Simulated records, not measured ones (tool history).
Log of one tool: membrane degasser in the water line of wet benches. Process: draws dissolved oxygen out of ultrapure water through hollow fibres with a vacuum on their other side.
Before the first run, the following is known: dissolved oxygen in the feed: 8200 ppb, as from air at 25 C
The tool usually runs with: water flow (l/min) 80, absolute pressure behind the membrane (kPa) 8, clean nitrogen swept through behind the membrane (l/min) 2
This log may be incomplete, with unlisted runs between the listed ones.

| run | hour | water flow (l/min) | absolute pressure behind the membrane (kPa) | clean nitrogen swept through behind the membrane (l/min) | dissolved oxygen in the water behind the degasser (ppb) | pressure that the water loses in the fibres (kPa) |
|---|---|---|---|---|---|---|
| 1 | 0 | 80 | 8 | 2 | 643.9 | 36.16 |
| 2 | 43.8 | 80 | 8 | 2 | 653.5 | 36.41 |
| 3 | 108.8 | 80 | 8 | 2 | 650.6 | 36.47 |
| 4 | 158 | 80 | 8 | 2 | 656 | 36.73 |
| 5 | 222.2 | 80 | 8 | 2 | 663.1 | 36.65 |
| 6 | 275.1 | 80 | 8 | 2 | 659.5 | 36.67 |
| 7 | 302.1 | 80 | 8 | 2 | 658.9 | 36.67 |
| 8 | 356.6 | 80 | 8 | 2 | 667.6 | 36.85 |
| 9 | 394.8 | 80 | 8 | 2 | 654.9 | 36.86 |
| 10 | 426.4 | 80 | 16.28 | 2 | 1192.1 | 36.86 |
|  | 429.8 | vacuum gauge calibrated |
| 11 | 481.7 | 80 | 8 | 2 | 667.8 | 36.93 |
| 12 | 514.3 | 80 | 10.61 | 2 | 838 | 36.98 |
| 13 | 577.3 | 80 | 10.61 | 2 | 838.7 | 36.76 |
|  | 602.6 | vacuum gauge calibrated, once more |
| 14 | 610.3 | 80 | 10.61 | 2 | 838.8 | 36.97 |
| 15 | 658.1 | 80 | 10.61 | 2 | 823.1 | 36.87 |
| 16 | 720.6 | 49 | 8.53 | 0.94 | 564.5 | 22.73 |
| 17 | 763.9 | 49 | 8.53 | 0.94 | 556.6 | 22.52 |
| 18 | 811.6 | 49 | 8.53 | 0.94 | 557 | 22.41 |
| 19 | 851.2 | 49 | 8.53 | 0.94 | 558.4 | 22.68 |
| 20 | 887.4 | 66 | 12.72 | 0.82 | 1292.9 | 30.7 |
| 21 | 941 | 66 | 12.72 | 0.82 | 1261.9 | 30.35 |
| 22 | 969.8 | 69 | 8 | 3.41 | 407.5 | 31.95 |
| 23 | 1017.9 | 104 | 13.21 | 4.56 | 988.9 | 48.13 |
| 24 | 1078 | 112 | 7.14 | 4.64 | 827.4 | 51.96 |
| 25 | 1136.6 | 112 | 7.14 | 4.64 | 835.8 | 51.45 |
| 26 | 1192.6 | 112 | 7.14 | 4.64 | 829.1 | 51.94 |
| 27 | 1252.3 | 112 | 7.14 | 4.64 | 839.4 | 51.85 |

Consider 3 possible next runs. They are alternatives, not a sequence: every one starts from the tool as it was left by run 27. What does each give?
| A | 1291.7 | 84 | 5.55 | 4.64 | ? | ? |
| B | 1291.7 | 80 | 16.15 | 2 | ? | ? |
| C | 1291.7 | 89 | 13.2 | 0.85 | ? | ? |

| run | dissolved oxygen in the water behind the degasser (ppb) | pressure that the water loses in the fibres (kPa) |
|---|---|---|
| A | 441 | 38.9 |
| B | 1183.9 | 36.82 |
| C | 1718.8 | 40.87 |
What these runs would have given with no unlogged condition in the tool:
| run | dissolved oxygen in the water behind the degasser (ppb) | pressure that the water loses in the fibres (kPa) |
|---|---|---|
| A | 402.4 | 37.49 |
| B | 1154.4 | 35.48 |
| C | 1695.4 | 39.38 |
